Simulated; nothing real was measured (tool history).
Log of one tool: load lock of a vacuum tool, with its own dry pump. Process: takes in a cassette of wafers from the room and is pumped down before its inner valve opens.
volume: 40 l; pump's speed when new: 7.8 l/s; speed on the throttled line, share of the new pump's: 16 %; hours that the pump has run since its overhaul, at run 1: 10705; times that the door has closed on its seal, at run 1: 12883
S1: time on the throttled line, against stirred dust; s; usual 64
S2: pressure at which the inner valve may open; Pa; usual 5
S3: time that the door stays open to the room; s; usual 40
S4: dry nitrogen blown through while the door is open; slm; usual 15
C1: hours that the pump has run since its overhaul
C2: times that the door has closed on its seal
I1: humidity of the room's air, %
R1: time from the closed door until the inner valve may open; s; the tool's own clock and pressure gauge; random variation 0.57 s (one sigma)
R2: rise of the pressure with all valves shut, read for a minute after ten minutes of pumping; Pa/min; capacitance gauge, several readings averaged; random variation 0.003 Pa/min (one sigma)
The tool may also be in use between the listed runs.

Run 1, hour 0: usual settings; C1 10705; C2 12883; I1 43.2. Result: R1 104.5 s, R2 0.038 Pa/min.
At hour 70.2: dry pump taken out, an overhauled one fitted.
Run 2, hour 80.4: usual settings; C1 10; C2 13219; I1 45.5. Result: R1 104 s, R2 0.044 Pa/min.
Run 3, hour 163.4: usual settings; C1 93; C2 13594; I1 46.1. Result: R1 105.2 s, R2 0.045 Pa/min.
Run 4, hour 240.3: usual settings but S3 39 s; C1 170; C2 13941; I1 47.2. Result: R1 104.6 s, R2 0.048 Pa/min.
Run 5, hour 318.6: usual settings but S3 39 s; C1 248; C2 14295; I1 43.7. Result: R1 104.5 s, R2 0.038 Pa/min.
Run 6, hour 469.4: usual settings but S3 39 s; C1 399; C2 14975; I1 43.8. Result: R1 104.8 s, R2 0.036 Pa/min.
Run 7, hour 577: usual settings but S2 9 Pa; C1 507; C2 15461; I1 43.2. Result: R1 101.9 s, R2 0.039 Pa/min.
Run 8, hour 703: usual settings but S4 13 slm; C1 633; C2 16030; I1 40.8. Result: R1 104.8 s, R2 0.04 Pa/min.
Run 9, hour 845.2: usual settings but S4 13 slm; C1 775; C2 16672; I1 44.8. Result: R1 104.1 s, R2 0.045 Pa/min.
Run 10, hour 940.2: usual settings but S4 13 slm; C1 870; C2 17101; I1 41.2. Result: R1 104.7 s, R2 0.037 Pa/min.
Run 11, hour 1095.2: usual settings but S4 13 slm; C1 1025; C2 17800; I1 43.9. Result: R1 105 s, R2 0.04 Pa/min.
Run 12, hour 1185.7: usual settings but S4 13 slm; C1 1115; C2 18209; I1 46.4. Result: R1 104.7 s, R2 0.045 Pa/min.
Run 13, hour 1274.3: usual settings but S4 13 slm; C1 1204; C2 18609; I1 46. Result: R1 104.2 s, R2 0.05 Pa/min.
Run 14, hour 1384.4: usual settings but S4 13 slm; C1 1314; C2 19106; I1 43.2. Result: R1 103.4 s, R2 0.042 Pa/min.
Run 15, hour 1497.7: usual settings; C1 1427; C2 19617; I1 46.7. Result: R1 104.8 s, R2 0.041 Pa/min.
Run 16, hour 1565.2: usual settings but S3 80 s; C1 1495; C2 19922; I1 44.8. Result: R1 105.3 s, R2 0.057 Pa/min.
Run 17, hour 1707.2: usual settings but S3 80 s; C1 1637; C2 20564; I1 44.2. Result: R1 105.6 s, R2 0.066 Pa/min.
Run 18, hour 1845.7: usual settings but S3 38 s; C1 1775; C2 21189; I1 46.6. Result: R1 104.4 s, R2 0.041 Pa/min.
Run 19, hour 1915.4: usual settings but S4 35 slm; C1 1845; C2 21503; I1 44.7. Result: R1 105.1 s, R2 0.024 Pa/min.
Run 20, hour 2069.8: usual settings but S1 78 s; C1 2000; C2 22200; I1 43.5. Result: R1 117.2 s, R2 0.044 Pa/min.
Run 21, hour 2218: usual settings but S2 4 Pa; C1 2148; C2 22869; I1 46.9. Result: R1 106.5 s, R2 0.047 Pa/min.
Run 22, hour 2295.8: usual settings but S2 4 Pa; C1 2226; C2 23221; I1 43.9. Result: R1 105.4 s, R2 0.036 Pa/min.
Run 23, hour 2411.5: usual settings but S4 6 slm; C1 2341; C2 23743; I1 44. Result: R1 104.5 s, R2 0.051 Pa/min.
Run 24, hour 2560.7: usual settings but S1 112 s, S3 25 s, S4 16 slm; C1 2490; C2 24417; I1 42.5. Result: R1 144.3 s, R2 0.029 Pa/min.
Run 25, hour 2645.9: usual settings but S1 55 s; C1 2576; C2 24801; I1 44.6. Result: R1 97.6 s, R2 0.045 Pa/min.
Run 26, hour 2769.1: usual settings but S2 4 Pa, S3 25 s, S4 13 slm; C1 2699; C2 25357; I1 41.7. Result: R1 105.8 s, R2 0.039 Pa/min.
Run 27, hour 2899.7: usual settings but S2 4 Pa, S3 25 s, S4 13 slm; C1 2829; C2 25947; I1 47.3. Result: R1 106.3 s, R2 0.037 Pa/min.
Run 28, hour 3015: usual settings but S2 4 Pa, S3 25 s, S4 13 slm; C1 2945; C2 26468; I1 42.8. Result: R1 106.1 s, R2 0.037 Pa/min.
Run 29, hour 3092.4: usual settings but S1 58 s, S3 37 s; C1 3022; C2 26817; I1 48.2. Result: R1 100.2 s, R2 0.037 Pa/min.
Run 30, hour 3214.6: usual settings but S3 106 s, S4 44 slm; C1 3144; C2 27369; I1 48.1. Result: R1 105.4 s, R2 0.044 Pa/min.
Run 31, hour 3288: usual settings but S3 106 s, S4 44 slm; C1 3218; C2 27700; I1 42.6. Result: R1 105 s, R2 0.043 Pa/min.
Run 32, hour 3415.5: usual settings but S2 6 Pa, S3 27 s; C1 3345; C2 28276; I1 46.7. Result: R1 103.7 s, R2 0.036 Pa/min.
Run 33, hour 3564.7: usual settings but S1 91 s, S2 6 Pa, S3 198 s, S4 8 slm; C1 3494; C2 28949; I1 45.8. Result: R1 127.7 s, R2 0.103 Pa/min.
Run 34, hour 3632.9: usual settings but S1 94 s, S2 7 Pa, S3 28 s, S4 42 slm; C1 3563; C2 29257; I1 44.8. Result: R1 129.6 s, R2 0.024 Pa/min.
Run 35, hour 3748.3: usual settings but S1 94 s, S2 7 Pa, S3 28 s, S4 42 slm; C1 3678; C2 29778; I1 44.5. Result: R1 128.9 s, R2 0.023 Pa/min.
Run 36, hour 3854.9: usual settings but S1 119 s, S2 8 Pa; C1 3785; C2 30259; I1 47.6. Result: R1 147.7 s, R2 0.044 Pa/min.
Run 37, hour 3972.6: usual settings but S3 59 s; C1 3902; C2 30791; I1 50.5. Result: R1 104.5 s, R2 0.053 Pa/min.

Forecast each of these 3 alternatives for the next run:
Run A, hour 4063.9: usual settings but S4 11 slm; C1 3994; C2 31203; I1 43.5. Result: R1 ?, R2 ?.
Run B, hour 4063.9: usual settings but S1 42 s, S2 4 Pa, S3 54 s; C1 3994; C2 31203; I1 40.9. Result: R1 ?, R2 ?.
Run C, hour 4063.9: usual settings but S1 56 s; C1 3994; C2 31203; I1 45.6. Result: R1 ?, R2 ?.

run     R1     R2
  A  105.3  0.044
  B   88.2  0.041
  C   97.9  0.038
Without the tool's hidden state the same runs would have given:
run     R1     R2
  A  105.3  0.043
  B   88.2   0.04
  C   97.9  0.038
